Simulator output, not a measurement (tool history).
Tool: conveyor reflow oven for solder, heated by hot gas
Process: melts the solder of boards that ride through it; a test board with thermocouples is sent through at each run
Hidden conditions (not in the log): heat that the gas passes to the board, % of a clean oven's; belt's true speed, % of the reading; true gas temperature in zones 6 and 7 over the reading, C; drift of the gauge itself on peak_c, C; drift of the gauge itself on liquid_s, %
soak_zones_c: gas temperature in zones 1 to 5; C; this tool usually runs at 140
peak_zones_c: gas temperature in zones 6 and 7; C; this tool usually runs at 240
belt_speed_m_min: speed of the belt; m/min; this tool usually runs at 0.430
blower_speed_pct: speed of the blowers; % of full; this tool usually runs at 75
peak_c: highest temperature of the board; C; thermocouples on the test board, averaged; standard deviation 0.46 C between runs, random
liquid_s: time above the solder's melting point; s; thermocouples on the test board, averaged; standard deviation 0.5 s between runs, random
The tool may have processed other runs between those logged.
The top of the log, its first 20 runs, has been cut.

run	hour	soak_zones_c	peak_zones_c	belt_speed_m_min	blower_speed_pct	hours of work since the flux was cleaned out	hours of work since the belt drive was overhauled	hours of work since the thermocouples were changed	peak_c	liquid_s
21	879.0	151	242	0.389	72	43	775	657	233.4	88.4
# hour 895.2: belt drive overhauled, speed set with a stopwatch
22	908.5	148	252	0.353	75	61	10	676	244.2	100.6
23	964.8	148	252	0.353	75	103	51	718	244.8	101.0
24	997.4	147	252	0.471	79	127	75	742	236.2	71.5
25	1052.2	131	240	0.453	58	167	115	782	220.2	59.2
26	1106.7	131	240	0.453	58	207	156	822	220.5	58.1
# hour 1160.2: flux residue cleaned out of gas plates and filters
27	1165.6	131	240	0.453	58	4	195	862	221.4	59.9
28	1219.3	140	235	0.430	75	43	235	901	223.6	69.7
29	1272.1	140	240	0.356	75	82	274	940	233.8	91.3
30	1329.0	140	240	0.356	75	124	315	982	232.9	90.9
31	1360.6	140	247	0.478	75	147	339	1005	230.3	66.7

What if the next run were any one of these 3? Each begins from the tool's condition after run 31:
A	1409.3	154	247	0.478	75	183	375	1041	?	?
B	1409.3	139	247	0.416	71	183	375	1041	?	?
C	1409.3	140	250	0.478	75	183	375	1041	?	?

run	peak_c	liquid_s
A	233.0	73.2
B	234.2	78.4
C	233.1	67.1
Without the tool's unlogged condition, the same runs would have read:
run	peak_c	liquid_s
A	230.8	71.4
B	231.8	76.3
C	230.9	65.3
